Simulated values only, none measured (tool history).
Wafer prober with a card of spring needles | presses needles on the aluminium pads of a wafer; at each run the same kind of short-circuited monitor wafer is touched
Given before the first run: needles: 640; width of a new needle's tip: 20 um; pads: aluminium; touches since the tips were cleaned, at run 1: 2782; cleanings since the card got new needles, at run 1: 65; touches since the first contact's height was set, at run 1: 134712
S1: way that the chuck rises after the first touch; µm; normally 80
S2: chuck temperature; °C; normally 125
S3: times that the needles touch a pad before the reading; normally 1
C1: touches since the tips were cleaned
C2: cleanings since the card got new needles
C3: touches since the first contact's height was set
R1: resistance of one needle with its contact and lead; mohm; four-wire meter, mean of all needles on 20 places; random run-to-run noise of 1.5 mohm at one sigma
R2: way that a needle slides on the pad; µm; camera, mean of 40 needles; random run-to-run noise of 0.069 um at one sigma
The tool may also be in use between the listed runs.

run 1 day=0.000 | S1=80 S2=125 S3=1 | C1=2782 C2=65 C3=134712 | R1=209 R2=21.47
-- day=0.829 tips cleaned on abrasive film
-- day=1.954 tips cleaned on abrasive film
run 2 day=2.392 | S1=80 S2=125 S3=1 | C1=3194 C2=67 C3=152137 | R1=211 R2=21.33
-- day=3.142 tips cleaned on abrasive film
run 3 day=4.017 | S1=80 S2=38 S3=1 | C1=6382 C2=68 C3=163963 | R1=218 R2=21.47
-- day=4.383 tips cleaned on abrasive film
-- day=5.604 tips cleaned on abrasive film
run 4 day=6.275 | S1=80 S2=125 S3=1 | C1=4914 C2=70 C3=180434 | R1=216 R2=21.30
-- day=6.846 tips cleaned on abrasive film
-- day=7.962 tips cleaned on abrasive film
run 5 day=8.550 | S1=80 S2=34 S3=1 | C1=4294 C2=72 C3=196983 | R1=217 R2=21.35
-- day=9.100 tips cleaned on abrasive film
run 6 day=9.642 | S1=80 S2=34 S3=1 | C1=3943 C2=73 C3=204935 | R1=213 R2=21.30
-- day=10.221 tips cleaned on abrasive film
-- day=11.454 tips cleaned on abrasive film
run 7 day=12.292 | S1=80 S2=34 S3=1 | C1=6113 C2=75 C3=224240 | R1=219 R2=21.12
-- day=12.700 tips cleaned on abrasive film
-- day=13.062 height of the first contact set anew
-- day=13.879 tips cleaned on abrasive film
run 8 day=14.892 | S1=72 S2=43 S3=1 | C1=7396 C2=77 C3=13352 | R1=243 R2=19.49
-- day=15.017 tips cleaned on abrasive film
-- day=16.183 tips cleaned on abrasive film
-- day=17.288 tips cleaned on abrasive film
run 9 day=17.546 | S1=72 S2=43 S3=1 | C1=1897 C2=80 C3=32656 | R1=209 R2=19.53
-- day=18.442 tips cleaned on abrasive film
run 10 day=18.900 | S1=81 S2=88 S3=1 | C1=3344 C2=81 C3=42519 | R1=208 R2=21.98
-- day=19.612 tips cleaned on abrasive film
run 11 day=20.475 | S1=90 S2=88 S3=1 | C1=6327 C2=82 C3=54012 | R1=201 R2=24.29
-- day=20.833 tips cleaned on abrasive film
run 12 day=21.621 | S1=64 S2=125 S3=1 | C1=5755 C2=83 C3=62343 | R1=264 R2=17.34
-- day=22.008 tips cleaned on abrasive film
-- day=23.233 tips cleaned on abrasive film
run 13 day=24.096 | S1=64 S2=125 S3=1 | C1=6312 C2=85 C3=80385 | R1=266 R2=17.20

Predict each of these 4 candidate next runs independently; none follows another, all start after run 13:
-- day=24.533 tips cleaned on abrasive film
run A day=25.225 | S1=80 S2=38 S3=1 | C1=5035 C2=86 C3=88592 | R1=? R2=?
-- day=24.533 tips cleaned on abrasive film
run B day=25.225 | S1=64 S2=33 S3=1 | C1=5035 C2=86 C3=88592 | R1=? R2=?
-- day=24.533 tips cleaned on abrasive film
run C day=25.225 | S1=99 S2=40 S3=1 | C1=5035 C2=86 C3=88592 | R1=? R2=?
-- day=24.533 tips cleaned on abrasive film
run D day=25.225 | S1=80 S2=73 S3=1 | C1=5035 C2=86 C3=88592 | R1=? R2=?

run=A R1=215 R2=21.52
run=B R1=262 R2=17.18
run=C R1=185 R2=26.77
run=D R1=215 R2=21.58
Take away the tool's hidden state, keep each run's random variation, and the runs would have read:
run=A R1=132 R2=21.75
run=B R1=135 R2=17.40
run=C R1=128 R2=27.00
run=D R1=136 R2=21.81
